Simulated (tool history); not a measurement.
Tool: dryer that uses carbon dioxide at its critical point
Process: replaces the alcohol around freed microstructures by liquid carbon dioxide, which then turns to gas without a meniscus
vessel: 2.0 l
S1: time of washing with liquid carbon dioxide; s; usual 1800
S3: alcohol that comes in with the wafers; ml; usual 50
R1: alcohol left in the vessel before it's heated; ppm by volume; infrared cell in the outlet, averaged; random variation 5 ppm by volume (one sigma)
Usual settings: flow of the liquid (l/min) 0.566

{"run": 1, "hour": 0.0, "S1": 1800, "flow of the liquid (l/min)": 0.566, "S3": 50, "R1": 59}
{"run": 2, "hour": 8.8, "S1": 1800, "flow of the liquid (l/min)": 0.566, "S3": 50, "R1": 60}
{"run": 3, "hour": 16.2, "S1": 1800, "flow of the liquid (l/min)": 0.413, "S3": 50, "R1": 217}
{"run": 4, "hour": 24.8, "S1": 1800, "flow of the liquid (l/min)": 0.413, "S3": 50, "R1": 215}
{"run": 5, "hour": 33.4, "S1": 1800, "flow of the liquid (l/min)": 0.413, "S3": 50, "R1": 229}
{"run": 6, "hour": 39.5, "S1": 1800, "flow of the liquid (l/min)": 0.566, "S3": 50, "R1": 71}
{"run": 7, "hour": 49.2, "S1": 1800, "flow of the liquid (l/min)": 0.566, "S3": 50, "R1": 61}
{"run": 8, "hour": 57.6, "S1": 1800, "flow of the liquid (l/min)": 0.537, "S3": 50, "R1": 87}
{"run": 9, "hour": 61.7, "S1": 1800, "flow of the liquid (l/min)": 0.537, "S3": 50, "R1": 72}
{"run": 10, "hour": 66.7, "S1": 1800, "flow of the liquid (l/min)": 0.36, "S3": 50, "R1": 426}
{"run": 11, "hour": 74.8, "S1": 1800, "flow of the liquid (l/min)": 0.36, "S3": 50, "R1": 434}
{"run": 12, "hour": 82.6, "S1": 1800, "flow of the liquid (l/min)": 0.36, "S3": 50, "R1": 438}
{"run": 13, "hour": 87.2, "S1": 1800, "flow of the liquid (l/min)": 0.36, "S3": 50, "R1": 439}
{"run": 14, "hour": 91.9, "S1": 1800, "flow of the liquid (l/min)": 0.36, "S3": 50, "R1": 446}
{"run": 15, "hour": 99.9, "S1": 1800, "flow of the liquid (l/min)": 0.36, "S3": 50, "R1": 455}
{"run": 16, "hour": 105.7, "S1": 1440, "flow of the liquid (l/min)": 0.36, "S3": 50, "R1": 981}
{"run": 17, "hour": 116.3, "S1": 1440, "flow of the liquid (l/min)": 0.36, "S3": 50, "R1": 542}
{"run": 18, "hour": 121.0, "S1": 2400, "flow of the liquid (l/min)": 0.566, "S3": 50, "R1": 31}
{"run": 19, "hour": 127.6, "S1": 2400, "flow of the liquid (l/min)": 0.566, "S3": 50, "R1": 31}
{"run": 20, "hour": 132.3, "S1": 2400, "flow of the liquid (l/min)": 0.566, "S3": 50, "R1": 25}
{"run": 21, "hour": 136.8, "S1": 2400, "flow of the liquid (l/min)": 0.566, "S3": 50, "R1": 37}
{"run": 22, "hour": 142.5, "S1": 2400, "flow of the liquid (l/min)": 0.566, "S3": 50, "R1": 30}
{"run": 23, "hour": 151.1, "S1": 2400, "flow of the liquid (l/min)": 0.566, "S3": 50, "R1": 30}
{"run": 24, "hour": 156.3, "S1": 2160, "flow of the liquid (l/min)": 0.566, "S3": 103, "R1": 34}
{"run": 25, "hour": 162.8, "S1": 2160, "flow of the liquid (l/min)": 0.566, "S3": 103, "R1": 39}
{"run": 26, "hour": 168.7, "S1": 1500, "flow of the liquid (l/min)": 0.596, "S3": 63, "R1": 74}
{"run": 27, "hour": 176.4, "S1": 1500, "flow of the liquid (l/min)": 0.596, "S3": 63, "R1": 97}
{"run": 28, "hour": 181.3, "S1": 1500, "flow of the liquid (l/min)": 0.596, "S3": 36, "R1": 62}
{"run": 29, "hour": 187.4, "S1": 1800, "flow of the liquid (l/min)": 0.616, "S3": 98, "R1": 42}
{"run": 30, "hour": 196.1, "S1": 1380, "flow of the liquid (l/min)": 0.46, "S3": 105, "R1": 609}
{"run": 31, "hour": 202.5, "S1": 1380, "flow of the liquid (l/min)": 0.46, "S3": 105, "R1": 594}
{"run": 32, "hour": 209.1, "S1": 1380, "flow of the liquid (l/min)": 0.46, "S3": 105, "R1": 619}
{"run": 33, "hour": 217.1, "S1": 1380, "flow of the liquid (l/min)": 0.699, "S3": 38, "R1": 54}
{"run": 34, "hour": 223.0, "S1": 1980, "flow of the liquid (l/min)": 0.634, "S3": 25, "R1": 36}
{"run": 35, "hour": 229.6, "S1": 1800, "flow of the liquid (l/min)": 0.424, "S3": 81, "R1": 227}
{"run": 36, "hour": 236.4, "S1": 1800, "flow of the liquid (l/min)": 0.424, "S3": 81, "R1": 219}
{"run": 37, "hour": 242.2, "S1": 1800, "flow of the liquid (l/min)": 0.424, "S3": 81, "R1": 239}
{"run": 38, "hour": 248.2, "S1": 1800, "flow of the liquid (l/min)": 0.761, "S3": 50, "R1": 31}
{"run": 39, "hour": 253.9, "S1": 1800, "flow of the liquid (l/min)": 0.456, "S3": 50, "R1": 120}
{"run": 40, "hour": 263.1, "S1": 1440, "flow of the liquid (l/min)": 0.398, "S3": 50, "R1": 513}
{"run": 41, "hour": 270.6, "S1": 2520, "flow of the liquid (l/min)": 0.76, "S3": 66, "R1": 41}
{"run": 42, "hour": 277.6, "S1": 2520, "flow of the liquid (l/min)": 0.76, "S3": 66, "R1": 26}
{"run": 43, "hour": 287.0, "S1": 1740, "flow of the liquid (l/min)": 0.566, "S3": 29, "R1": 66}
{"run": 44, "hour": 291.2, "S1": 2640, "flow of the liquid (l/min)": 0.566, "S3": 29, "R1": 42}
{"run": 45, "hour": 298.6, "S1": 1260, "flow of the liquid (l/min)": 0.934, "S3": 56, "R1": 50}
{"run": 46, "hour": 307.3, "S1": 1740, "flow of the liquid (l/min)": 0.351, "S3": 50, "R1": 423}

Not shown: 1 entry that the log had between the listed runs. Between which runs, and how does the tool's hidden state differ before and after?
Between runs 16 and 17: inlet filter changed (hour 110.1)
  flow that reaches the vessel past the clogged filter, %: 82.9 -> 98.8; alcohol in the recycled carbon dioxide, ppm: 27.6 -> 28
  measured less the result without the state, R1: +485 -> +46 ppm by volume

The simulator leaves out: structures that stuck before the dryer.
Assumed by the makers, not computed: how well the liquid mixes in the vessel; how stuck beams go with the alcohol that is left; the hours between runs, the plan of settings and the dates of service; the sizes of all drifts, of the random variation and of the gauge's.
